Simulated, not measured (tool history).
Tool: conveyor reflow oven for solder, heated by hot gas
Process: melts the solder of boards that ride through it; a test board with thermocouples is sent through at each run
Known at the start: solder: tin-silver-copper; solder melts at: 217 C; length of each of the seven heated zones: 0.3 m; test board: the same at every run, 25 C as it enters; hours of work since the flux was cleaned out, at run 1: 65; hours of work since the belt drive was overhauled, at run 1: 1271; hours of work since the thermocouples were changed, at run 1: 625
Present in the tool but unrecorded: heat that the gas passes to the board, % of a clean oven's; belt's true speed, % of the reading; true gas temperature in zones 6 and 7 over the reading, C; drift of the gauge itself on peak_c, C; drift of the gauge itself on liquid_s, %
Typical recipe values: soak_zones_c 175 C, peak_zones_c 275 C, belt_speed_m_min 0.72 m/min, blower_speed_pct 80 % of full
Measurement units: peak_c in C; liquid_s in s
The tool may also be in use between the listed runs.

| run | hour | soak_zones_c | peak_zones_c | belt_speed_m_min | blower_speed_pct | hours of work since the flux was cleaned out | hours of work since the belt drive was overhauled | hours of work since the thermocouples were changed | peak_c | liquid_s |
|---|---|---|---|---|---|---|---|---|---|---|
| 1 | 0 | 175 | 275 | 0.72 | 80 | 65 | 1271 | 625 | 257.9 | 40.4 |
| 2 | 72.5 | 175 | 275 | 0.72 | 80 | 109 | 1315 | 669 | 257.7 | 39.7 |
| 3 | 143.5 | 175 | 275 | 0.72 | 80 | 152 | 1358 | 712 | 257.6 | 39.9 |
| 4 | 184.5 | 175 | 275 | 0.72 | 80 | 176 | 1382 | 736 | 256.8 | 39.8 |
|  | 221.1 | thermocouples of zones 6 and 7 changed |
| 5 | 252 | 175 | 278 | 0.72 | 80 | 216 | 1422 | 19 | 256.5 | 40 |
| 6 | 282.5 | 175 | 281 | 0.72 | 80 | 234 | 1440 | 37 | 258.4 | 40.4 |
| 7 | 353 | 175 | 281 | 0.72 | 80 | 277 | 1483 | 80 | 259.5 | 41.2 |
| 8 | 401.9 | 175 | 275 | 0.593 | 70 | 306 | 1512 | 109 | 257.4 | 49.5 |
| 9 | 452.7 | 175 | 266 | 0.593 | 89 | 337 | 1543 | 140 | 254 | 48.8 |
| 10 | 505.8 | 175 | 266 | 0.593 | 89 | 369 | 1575 | 172 | 253.6 | 48.7 |
| 11 | 559.6 | 168 | 277 | 0.769 | 73 | 402 | 1608 | 205 | 246.5 | 30.3 |
| 12 | 596.6 | 168 | 277 | 0.769 | 73 | 424 | 1630 | 227 | 246.1 | 29.8 |
|  | 659.7 | flux residue cleaned out of gas plates and filters |
|  | 666.8 | belt drive overhauled, speed set with a stopwatch |
| 13 | 672.8 | 175 | 275 | 0.634 | 80 | 6 | 4 | 268 | 261.4 | 47.2 |
| 14 | 739.9 | 185 | 275 | 0.72 | 59 | 46 | 44 | 308 | 250.4 | 37.6 |

Predict each of these 3 candidate next runs independently; none follows another, all start after run 14:
| A | 804.3 | 185 | 275 | 0.605 | 59 | 85 | 83 | 347 | ? | ? |
| B | 804.3 | 162 | 275 | 0.755 | 68 | 85 | 83 | 347 | ? | ? |
| C | 804.3 | 175 | 269 | 0.688 | 80 | 85 | 83 | 347 | ? | ? |

| run | peak_c | liquid_s |
|---|---|---|
| A | 256.9 | 49.1 |
| B | 246.5 | 28.9 |
| C | 252.8 | 39.4 |
Had the tool no hidden state, the same runs would have come out as:
| run | peak_c | liquid_s |
|---|---|---|
| A | 256.6 | 49 |
| B | 246.7 | 29.2 |
| C | 252.7 | 39.5 |
